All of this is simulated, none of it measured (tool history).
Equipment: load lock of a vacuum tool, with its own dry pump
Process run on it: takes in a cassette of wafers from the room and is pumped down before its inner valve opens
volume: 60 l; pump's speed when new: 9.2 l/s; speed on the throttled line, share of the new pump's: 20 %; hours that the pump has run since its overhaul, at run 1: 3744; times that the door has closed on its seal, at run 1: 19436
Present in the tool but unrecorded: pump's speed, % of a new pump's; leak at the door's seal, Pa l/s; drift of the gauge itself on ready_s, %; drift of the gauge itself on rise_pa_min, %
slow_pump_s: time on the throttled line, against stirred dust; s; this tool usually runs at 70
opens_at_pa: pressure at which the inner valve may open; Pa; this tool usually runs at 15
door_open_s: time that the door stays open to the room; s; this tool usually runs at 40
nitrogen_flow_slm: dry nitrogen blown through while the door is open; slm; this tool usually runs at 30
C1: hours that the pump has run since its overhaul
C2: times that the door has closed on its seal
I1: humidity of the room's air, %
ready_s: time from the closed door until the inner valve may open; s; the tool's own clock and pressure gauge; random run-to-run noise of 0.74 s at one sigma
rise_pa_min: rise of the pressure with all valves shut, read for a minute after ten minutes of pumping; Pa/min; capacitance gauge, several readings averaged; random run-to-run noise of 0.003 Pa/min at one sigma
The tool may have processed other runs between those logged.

Run 1, hour 0: usual settings; C1 3744; C2 19436; I1 48.2. Result: ready_s 115 s, rise_pa_min 0.15 Pa/min.
Run 2, hour 98.7: usual settings; C1 3843; C2 19660; I1 40. Result: ready_s 115.6 s, rise_pa_min 0.148 Pa/min.
Run 3, hour 188.2: usual settings; C1 3932; C2 19864; I1 45.6. Result: ready_s 115.4 s, rise_pa_min 0.15 Pa/min.
Run 4, hour 365.4: usual settings; C1 4109; C2 20266; I1 42.6. Result: ready_s 115.9 s, rise_pa_min 0.154 Pa/min.
Run 5, hour 462.9: usual settings but door_open_s 26 s; C1 4207; C2 20488; I1 43.5. Result: ready_s 115.8 s, rise_pa_min 0.15 Pa/min.
Run 6, hour 547.2: usual settings but door_open_s 53 s; C1 4291; C2 20679; I1 45.7. Result: ready_s 115.7 s, rise_pa_min 0.16 Pa/min.
Run 7, hour 654.2: usual settings but door_open_s 53 s; C1 4398; C2 20923; I1 45.1. Result: ready_s 115.5 s, rise_pa_min 0.164 Pa/min.
Run 8, hour 849: usual settings but door_open_s 53 s; C1 4593; C2 21365; I1 47. Result: ready_s 116.3 s, rise_pa_min 0.162 Pa/min.
Run 9, hour 1008.8: usual settings but door_open_s 53 s; C1 4753; C2 21729; I1 49.7. Result: ready_s 116.6 s, rise_pa_min 0.17 Pa/min.
Run 10, hour 1161: usual settings but door_open_s 53 s; C1 4905; C2 22075; I1 45. Result: ready_s 117.3 s, rise_pa_min 0.169 Pa/min.
Run 11, hour 1280.3: usual settings but door_open_s 72 s; C1 5024; C2 22346; I1 45.8. Result: ready_s 116.8 s, rise_pa_min 0.174 Pa/min.
Run 12, hour 1445.6: usual settings but door_open_s 72 s; C1 5190; C2 22721; I1 45.2. Result: ready_s 116.1 s, rise_pa_min 0.18 Pa/min.
Run 13, hour 1576.1: usual settings but opens_at_pa 12 Pa; C1 5320; C2 23018; I1 45.8. Result: ready_s 118.3 s, rise_pa_min 0.182 Pa/min.
Run 14, hour 1680.3: usual settings but opens_at_pa 12 Pa; C1 5424; C2 23255; I1 43. Result: ready_s 118 s, rise_pa_min 0.186 Pa/min.
Run 15, hour 1790.6: usual settings but door_open_s 208 s; C1 5535; C2 23506; I1 45.3. Result: ready_s 117.8 s, rise_pa_min 0.206 Pa/min.
Run 16, hour 1923.8: usual settings but door_open_s 208 s; C1 5668; C2 23809; I1 46. Result: ready_s 117.1 s, rise_pa_min 0.209 Pa/min.
Run 17, hour 2018.5: usual settings; C1 5763; C2 24024; I1 41.6. Result: ready_s 117 s, rise_pa_min 0.191 Pa/min.
Run 18, hour 2108.7: usual settings; C1 5853; C2 24229; I1 46.8. Result: ready_s 115.7 s, rise_pa_min 0.193 Pa/min.
Run 19, hour 2269.1: usual settings but nitrogen_flow_slm 12 slm; C1 6013; C2 24593; I1 45. Result: ready_s 115.9 s, rise_pa_min 0.209 Pa/min.
Run 20, hour 2376.4: usual settings but nitrogen_flow_slm 12 slm; C1 6121; C2 24837; I1 48.8. Result: ready_s 117.4 s, rise_pa_min 0.216 Pa/min.
Run 21, hour 2541.7: usual settings but nitrogen_flow_slm 12 slm; C1 6286; C2 25213; I1 49.1. Result: ready_s 116.2 s, rise_pa_min 0.218 Pa/min.

Run 22 comes next. What will it give?
Run 22, hour 2729.8: usual settings but slow_pump_s 66 s, opens_at_pa 22 Pa; C1 6474; C2 25640; I1 44.6. Result: ready_s ?, rise_pa_min ?.

{"run 22": {"ready_s": 112.3, "rise_pa_min": 0.215}}
Without the tool's hidden state the same run would have given ready_s 108.9 s, rise_pa_min 0.033 Pa/min.
